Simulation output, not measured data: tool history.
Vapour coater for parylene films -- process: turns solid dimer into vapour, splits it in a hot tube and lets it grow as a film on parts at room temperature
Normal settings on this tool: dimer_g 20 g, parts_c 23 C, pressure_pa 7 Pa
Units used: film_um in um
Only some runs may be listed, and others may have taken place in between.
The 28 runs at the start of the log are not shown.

run   hour  dimer_g  parts_c  pressure_pa  film_um
 29  463.5       15       32          2.5     1.92
 30  479.5       36       23         7.65     4.61
 31  494.8       36       23         7.65     4.58
 32  516.7       21       25          3.7     2.94
 33  533.1        8       23         3.72     1.18
 34  542.5        9       17         3.42     1.54
 35  556.7        9       17         3.42     1.54
 36  571.8       14       25         7.39     1.69
 37  586.2       14       23         2.29     2.24

Run 38 is up next; what results do you expect?
 38  604.4       23       29         6.08        ?

Run 38 yielded film_um 2.63 um.
On a tool with no hidden condition, and with the same random variation, this run would have come out at film_um 2.83 um.

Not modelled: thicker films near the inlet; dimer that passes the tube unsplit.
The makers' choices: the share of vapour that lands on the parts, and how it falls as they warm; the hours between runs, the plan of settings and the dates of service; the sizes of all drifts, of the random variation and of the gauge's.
